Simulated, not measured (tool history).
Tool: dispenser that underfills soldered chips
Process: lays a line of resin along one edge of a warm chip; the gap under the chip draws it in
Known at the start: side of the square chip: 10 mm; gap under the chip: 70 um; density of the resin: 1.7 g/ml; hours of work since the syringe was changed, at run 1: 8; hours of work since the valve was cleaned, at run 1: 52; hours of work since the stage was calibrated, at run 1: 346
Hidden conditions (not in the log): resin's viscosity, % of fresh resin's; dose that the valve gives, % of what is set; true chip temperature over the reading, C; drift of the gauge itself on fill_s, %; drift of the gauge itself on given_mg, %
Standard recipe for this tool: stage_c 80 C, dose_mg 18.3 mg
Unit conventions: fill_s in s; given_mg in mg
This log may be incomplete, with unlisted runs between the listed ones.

run	day	stage_c	dose_mg	hours of work since the syringe was changed	hours of work since the valve was cleaned	hours of work since the stage was calibrated	fill_s	given_mg
1	0.000	80	18.3	8	52	346	108.1	17.43
# day 0.242: new syringe of resin
2	0.475	80	18.3	4	59	353	81.9	17.43
# day 0.854: dispensing valve cleaned and set on the balance
# day 0.992: new syringe of resin
3	1.071	80	18.3	1	3	362	70.0	18.23
4	1.579	80	15.8	9	11	370	118.5	15.59
# day 1.671: new syringe of resin
5	1.888	70	15.8	3	16	374	119.3	15.60
# day 2.346: new syringe of resin
6	2.479	70	15.8	2	25	383	113.6	15.51
# day 3.025: new syringe of resin
7	3.083	70	15.8	1	34	393	102.2	15.33
8	3.638	70	15.8	10	43	402	176.0	15.30
# day 3.704: new syringe of resin
9	3.975	70	15.8	4	48	407	127.7	15.22
10	4.350	70	15.8	10	54	413	186.1	15.13
# day 4.417: new syringe of resin
11	4.712	80	18.3	5	60	418	89.8	17.46
# day 5.021: dispensing valve cleaned and set on the balance
12	5.088	81	18.3	10	1	423	119.6	18.29
# day 5.138: new syringe of resin
13	5.512	94	22.9	6	7	430	58.6	22.82
# day 5.825: new syringe of resin
14	5.842	94	22.9	0	12	435	41.4	22.63
15	6.196	95	18.3	6	18	440	58.4	18.18
# day 6.533: new syringe of resin
16	6.771	95	18.3	4	27	449	52.0	17.86
17	7.133	85	21.1	9	33	455	100.6	20.49
# day 7.221: new syringe of resin
18	7.542	69	21.5	5	39	461	132.6	20.79
# day 7.917: new syringe of resin
19	8.046	75	21.4	2	47	469	89.4	20.54
# day 8.604: new syringe of resin
20	8.638	66	22.6	1	56	478	112.2	21.61
21	9.088	66	19.4	8	63	485	174.1	18.38
# day 9.212: dispensing valve cleaned and set on the balance
# day 9.325: new syringe of resin
22	9.404	94	17.5	1	3	489	45.9	17.43
23	9.842	89	17.6	8	10	496	83.4	17.48
# day 10.021: new syringe of resin
24	10.342	89	17.6	5	17	504	71.3	17.39

For each entry between runs, how does the tool's hidden state at the last listed run before it compare with that at the first listed run after it?
Logged between run 1 and run 2: new syringe of resin (day 0.242)
  resin's viscosity, % of fresh resin's: 161.1 -> 125.1; dose that the valve gives, % of what is set: 95.44 -> 94.8; true chip temperature over the reading, C: -2.12 -> -2.16
  the result without the hidden state subtracted from the measured one, fill_s: +46.3 -> +21.6 s; given_mg: -0.84 -> -0.95 mg
Logged between run 2 and run 3: dispensing valve cleaned and set on the balance (day 0.854); new syringe of resin (day 0.992)
  resin's viscosity, % of fresh resin's: 125.1 -> 107.5; dose that the valve gives, % of what is set: 94.8 -> 99.79; true chip temperature over the reading, C: -2.16 -> -2.21
  the result without the hidden state subtracted from the measured one, fill_s: +21.6 -> +9.6 s; given_mg: -0.95 -> -0.04 mg
Logged between run 4 and run 5: new syringe of resin (day 1.671)
  resin's viscosity, % of fresh resin's: 177 -> 123.7; dose that the valve gives, % of what is set: 99.1 -> 98.75; true chip temperature over the reading, C: -2.26 -> -2.29
  the result without the hidden state subtracted from the measured one, fill_s: +56.6 -> +30.7 s; given_mg: -0.15 -> -0.20 mg
Logged between run 5 and run 6: new syringe of resin (day 2.346)
  resin's viscosity, % of fresh resin's: 123.7 -> 115.5; dose that the valve gives, % of what is set: 98.75 -> 98.01; true chip temperature over the reading, C: -2.29 -> -2.34
  the result without the hidden state subtracted from the measured one, fill_s: +30.7 -> +23.7 s; given_mg: -0.20 -> -0.31 mg
Logged between run 6 and run 7: new syringe of resin (day 3.025)
  resin's viscosity, % of fresh resin's: 115.5 -> 105.9; dose that the valve gives, % of what is set: 98.01 -> 97.21; true chip temperature over the reading, C: -2.34 -> -2.4
  the result without the hidden state subtracted from the measured one, fill_s: +23.7 -> +14.4 s; given_mg: -0.31 -> -0.44 mg
Logged between run 8 and run 9: new syringe of resin (day 3.704)
  resin's viscosity, % of fresh resin's: 182.9 -> 130.5; dose that the valve gives, % of what is set: 96.5 -> 96.1; true chip temperature over the reading, C: -2.45 -> -2.48
  the result without the hidden state subtracted from the measured one, fill_s: +88.4 -> +39.2 s; given_mg: -0.56 -> -0.61 mg
Logged between run 10 and run 11: new syringe of resin (day 4.417)
  resin's viscosity, % of fresh resin's: 188.6 -> 135.6; dose that the valve gives, % of what is set: 95.6 -> 95.12; true chip temperature over the reading, C: -2.51 -> -2.55
  the result without the hidden state subtracted from the measured one, fill_s: +97.0 -> +29.7 s; given_mg: -0.70 -> -0.90 mg
Logged between run 11 and run 12: dispensing valve cleaned and set on the balance (day 5.021)
  resin's viscosity, % of fresh resin's: 135.6 -> 188.2; dose that the valve gives, % of what is set: 95.12 -> 100.16; true chip temperature over the reading, C: -2.55 -> -2.58
  the result without the hidden state subtracted from the measured one, fill_s: +29.7 -> +61.2 s; given_mg: -0.90 -> +0.03 mg
Logged between run 12 and run 13: new syringe of resin (day 5.138)
  resin's viscosity, % of fresh resin's: 188.2 -> 142.8; dose that the valve gives, % of what is set: 100.16 -> 99.62; true chip temperature over the reading, C: -2.58 -> -2.61
  the result without the hidden state subtracted from the measured one, fill_s: +61.2 -> +20.8 s; given_mg: +0.03 -> -0.08 mg
Logged between run 13 and run 14: new syringe of resin (day 5.825)
  resin's viscosity, % of fresh resin's: 142.8 -> 102.3; dose that the valve gives, % of what is set: 99.62 -> 99.17; true chip temperature over the reading, C: -2.61 -> -2.64
  the result without the hidden state subtracted from the measured one, fill_s: +20.8 -> +4.1 s; given_mg: -0.08 -> -0.19 mg
Logged between run 15 and run 16: new syringe of resin (day 6.533)
  resin's viscosity, % of fresh resin's: 145.2 -> 127.3; dose that the valve gives, % of what is set: 98.66 -> 97.9; true chip temperature over the reading, C: -2.68 -> -2.73
  the result without the hidden state subtracted from the measured one, fill_s: +21.6 -> +14.6 s; given_mg: -0.25 -> -0.38 mg
Logged between run 17 and run 18: new syringe of resin (day 7.221)
  resin's viscosity, % of fresh resin's: 181.6 -> 137; dose that the valve gives, % of what is set: 97.38 -> 96.86; true chip temperature over the reading, C: -2.76 -> -2.8
  the result without the hidden state subtracted from the measured one, fill_s: +50.2 -> +45.2 s; given_mg: -0.55 -> -0.68 mg
Logged between run 18 and run 19: new syringe of resin (day 7.917)
  resin's viscosity, % of fresh resin's: 137 -> 113.2; dose that the valve gives, % of what is set: 96.86 -> 96.16; true chip temperature over the reading, C: -2.8 -> -2.85
  the result without the hidden state subtracted from the measured one, fill_s: +45.2 -> +18.1 s; given_mg: -0.68 -> -0.82 mg
Logged between run 19 and run 20: new syringe of resin (day 8.604)
  resin's viscosity, % of fresh resin's: 113.2 -> 103.1; dose that the valve gives, % of what is set: 96.16 -> 95.38; true chip temperature over the reading, C: -2.85 -> -2.9
  the result without the hidden state subtracted from the measured one, fill_s: +18.1 -> +14.5 s; given_mg: -0.82 -> -1.05 mg
Logged between run 21 and run 22: dispensing valve cleaned and set on the balance (day 9.212); new syringe of resin (day 9.325)
  resin's viscosity, % of fresh resin's: 160.5 -> 105.6; dose that the valve gives, % of what is set: 94.77 -> 99.75; true chip temperature over the reading, C: -2.94 -> -2.97
  the result without the hidden state subtracted from the measured one, fill_s: +77.6 -> +6.3 s; given_mg: -1.02 -> -0.05 mg
Logged between run 23 and run 24: new syringe of resin (day 10.021)
  resin's viscosity, % of fresh resin's: 162.5 -> 140.2; dose that the valve gives, % of what is set: 99.15 -> 98.5; true chip temperature over the reading, C: -3.01 -> -3.06
  the result without the hidden state subtracted from the measured one, fill_s: +36.6 -> +25.5 s; given_mg: -0.15 -> -0.26 mg
